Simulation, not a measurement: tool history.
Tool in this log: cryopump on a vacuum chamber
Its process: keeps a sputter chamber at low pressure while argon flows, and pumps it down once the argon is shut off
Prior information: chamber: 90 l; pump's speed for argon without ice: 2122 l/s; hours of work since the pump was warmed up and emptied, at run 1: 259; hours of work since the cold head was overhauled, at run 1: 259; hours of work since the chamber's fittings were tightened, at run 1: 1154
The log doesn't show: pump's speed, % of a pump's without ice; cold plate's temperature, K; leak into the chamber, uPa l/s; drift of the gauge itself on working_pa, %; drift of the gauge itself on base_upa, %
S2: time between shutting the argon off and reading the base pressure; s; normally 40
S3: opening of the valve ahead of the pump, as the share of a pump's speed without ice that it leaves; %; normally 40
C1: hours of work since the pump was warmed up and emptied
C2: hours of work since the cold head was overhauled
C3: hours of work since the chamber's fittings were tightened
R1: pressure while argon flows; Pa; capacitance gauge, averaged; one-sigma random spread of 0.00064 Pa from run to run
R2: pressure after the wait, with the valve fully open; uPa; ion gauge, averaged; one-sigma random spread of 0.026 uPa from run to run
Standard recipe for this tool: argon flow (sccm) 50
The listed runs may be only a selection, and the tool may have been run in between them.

{"run": 1, "day": 0.0, "argon flow (sccm)": 50, "S2": 40, "S3": 40, "C1": 259, "C2": 259, "C3": 1154, "R1": 0.104, "R2": 1.84}
{"run": 2, "day": 1.6, "argon flow (sccm)": 50, "S2": 40, "S3": 40, "C1": 287, "C2": 287, "C3": 1182, "R1": 0.104, "R2": 1.87}
{"run": 3, "day": 5.35, "argon flow (sccm)": 50, "S2": 40, "S3": 40, "C1": 355, "C2": 355, "C3": 1250, "R1": 0.1049, "R2": 1.93}
{"run": 4, "day": 8.946, "argon flow (sccm)": 50, "S2": 40, "S3": 40, "C1": 420, "C2": 420, "C3": 1315, "R1": 0.1062, "R2": 2}
{"run": 5, "day": 11.658, "argon flow (sccm)": 50, "S2": 40, "S3": 40, "C1": 469, "C2": 469, "C3": 1363, "R1": 0.1069, "R2": 2.03}
{"run": 6, "day": 14.921, "argon flow (sccm)": 50, "S2": 40, "S3": 40, "C1": 527, "C2": 527, "C3": 1422, "R1": 0.1081, "R2": 2.14}
{"run": 7, "day": 17.096, "argon flow (sccm)": 43, "S2": 40, "S3": 40, "C1": 566, "C2": 566, "C3": 1461, "R1": 0.0932, "R2": 2.17}
{"run": 8, "day": 20.125, "argon flow (sccm)": 50, "S2": 40, "S3": 40, "C1": 621, "C2": 621, "C3": 1516, "R1": 0.1093, "R2": 2.29}
{"run": 9, "day": 23.883, "argon flow (sccm)": 50, "S2": 40, "S3": 40, "C1": 689, "C2": 689, "C3": 1584, "R1": 0.1119, "R2": 2.27}
{"run": 10, "day": 26.962, "argon flow (sccm)": 25, "S2": 40, "S3": 40, "C1": 744, "C2": 744, "C3": 1639, "R1": 0.0558, "R2": 2.42}
{"day": 27.671, "done": "pump warmed up, emptied and cooled again"}
{"run": 11, "day": 29.867, "argon flow (sccm)": 25, "S2": 40, "S3": 40, "C1": 40, "C2": 793, "C3": 1687, "R1": 0.0509, "R2": 2.08}
{"run": 12, "day": 31.8, "argon flow (sccm)": 25, "S2": 40, "S3": 40, "C1": 74, "C2": 827, "C3": 1722, "R1": 0.0505, "R2": 2.19}
{"run": 13, "day": 34.554, "argon flow (sccm)": 25, "S2": 40, "S3": 40, "C1": 124, "C2": 877, "C3": 1772, "R1": 0.051, "R2": 2.19}
{"run": 14, "day": 36.75, "argon flow (sccm)": 50, "S2": 40, "S3": 40, "C1": 164, "C2": 917, "C3": 1811, "R1": 0.1025, "R2": 2.29}
{"run": 15, "day": 40.35, "argon flow (sccm)": 50, "S2": 40, "S3": 52, "C1": 228, "C2": 981, "C3": 1876, "R1": 0.0811, "R2": 2.37}
{"run": 16, "day": 43.683, "argon flow (sccm)": 50, "S2": 40, "S3": 52, "C1": 288, "C2": 1041, "C3": 1936, "R1": 0.0818, "R2": 2.41}
{"run": 17, "day": 45.433, "argon flow (sccm)": 50, "S2": 40, "S3": 27, "C1": 320, "C2": 1073, "C3": 1968, "R1": 0.1525, "R2": 2.34}
{"run": 18, "day": 47.921, "argon flow (sccm)": 34, "S2": 48, "S3": 27, "C1": 365, "C2": 1118, "C3": 2012, "R1": 0.105, "R2": 2.2}
{"run": 19, "day": 49.767, "argon flow (sccm)": 34, "S2": 48, "S3": 27, "C1": 398, "C2": 1151, "C3": 2046, "R1": 0.1052, "R2": 2.34}
{"run": 20, "day": 53.029, "argon flow (sccm)": 27, "S2": 56, "S3": 40, "C1": 457, "C2": 1210, "C3": 2104, "R1": 0.0597, "R2": 2.27}
{"run": 21, "day": 55.062, "argon flow (sccm)": 69, "S2": 26, "S3": 40, "C1": 493, "C2": 1246, "C3": 2141, "R1": 0.1488, "R2": 3.14}
{"run": 22, "day": 58.317, "argon flow (sccm)": 83, "S2": 33, "S3": 21, "C1": 552, "C2": 1305, "C3": 2200, "R1": 0.3285, "R2": 2.95}
{"run": 23, "day": 61.808, "argon flow (sccm)": 73, "S2": 21, "S3": 36, "C1": 615, "C2": 1368, "C3": 2263, "R1": 0.1764, "R2": 3.61}
{"run": 24, "day": 65.05, "argon flow (sccm)": 90, "S2": 121, "S3": 53, "C1": 673, "C2": 1426, "C3": 2321, "R1": 0.155, "R2": 2.19}
{"run": 25, "day": 66.758, "argon flow (sccm)": 90, "S2": 37, "S3": 53, "C1": 704, "C2": 1457, "C3": 2352, "R1": 0.1572, "R2": 3.08}
{"run": 26, "day": 68.896, "argon flow (sccm)": 90, "S2": 37, "S3": 53, "C1": 742, "C2": 1495, "C3": 2390, "R1": 0.1581, "R2": 3.11}
{"day": 69.592, "done": "pump warmed up, emptied and cooled again"}
{"run": 27, "day": 72.092, "argon flow (sccm)": 50, "S2": 287, "S3": 40, "C1": 45, "C2": 1549, "C3": 2444, "R1": 0.1015, "R2": 1.71}
{"run": 28, "day": 75.217, "argon flow (sccm)": 50, "S2": 287, "S3": 40, "C1": 101, "C2": 1605, "C3": 2500, "R1": 0.102, "R2": 1.82}
{"run": 29, "day": 77.1, "argon flow (sccm)": 86, "S2": 213, "S3": 30, "C1": 135, "C2": 1639, "C3": 2534, "R1": 0.2335, "R2": 1.93}
{"run": 30, "day": 80.742, "argon flow (sccm)": 95, "S2": 104, "S3": 30, "C1": 201, "C2": 1705, "C3": 2600, "R1": 0.2603, "R2": 2.24}
{"day": 81.4, "done": "leaking fittings of the chamber tightened, without venting"}
{"run": 31, "day": 84.125, "argon flow (sccm)": 95, "S2": 73, "S3": 30, "C1": 260, "C2": 1764, "C3": 49, "R1": 0.2613, "R2": 0.74}
{"run": 32, "day": 85.946, "argon flow (sccm)": 43, "S2": 40, "S3": 20, "C1": 293, "C2": 1797, "C3": 82, "R1": 0.1757, "R2": 1.21}
{"run": 33, "day": 88.138, "argon flow (sccm)": 82, "S2": 277, "S3": 26, "C1": 332, "C2": 1836, "C3": 121, "R1": 0.2598, "R2": 0.38}
{"run": 34, "day": 89.808, "argon flow (sccm)": 30, "S2": 48, "S3": 36, "C1": 363, "C2": 1866, "C3": 151, "R1": 0.0696, "R2": 1.12}

Below, each run's measurement less what the same run would have read without the hidden state. Both values contain the same run-to-run variation, but the gauge's scatter may not be the same in both:
run=1 R1=+0.0041 R2=+0.76
run=2 R1=+0.0046 R2=+0.76
run=3 R1=+0.0056 R2=+0.83
run=4 R1=+0.0067 R2=+0.9
run=5 R1=+0.0076 R2=+0.95
run=6 R1=+0.0086 R2=+1.03
run=7 R1=+0.0081 R2=+1.08
run=8 R1=+0.0105 R2=+1.15
run=9 R1=+0.0119 R2=+1.18
run=10 R1=+0.0066 R2=+1.32
run=11 R1=+0.0006 R2=+0.98
run=12 R1=+0.0007 R2=+1.05
run=13 R1=+0.001 R2=+1.08
run=14 R1=+0.0028 R2=+1.16
run=15 R1=+0.0037 R2=+1.22
run=16 R1=+0.0045 R2=+1.27
run=17 R1=+0.005 R2=+1.28
run=18 R1=+0.0039 R2=+1.32
run=19 R1=+0.0043 R2=+1.39
run=20 R1=+0.004 R2=+1.45
run=21 R1=+0.0109 R2=+1.49
run=22 R1=+0.0148 R2=+1.61
run=23 R1=+0.0148 R2=+1.66
run=24 R1=+0.0204 R2=+1.75
run=25 R1=+0.0214 R2=+1.83
run=26 R1=+0.023 R2=+1.87
run=27 R1=+0.0015 R2=+1.46
run=28 R1=+0.0023 R2=+1.54
run=29 R1=+0.0048 R2=+1.57
run=30 R1=+0.007 R2=+1.69
run=31 R1=+0.0087 R2=+0.05
run=32 R1=+0.0044 R2=+0.07
run=33 R1=+0.0093 R2=+0.1
run=34 R1=+0.0037 R2=+0.13
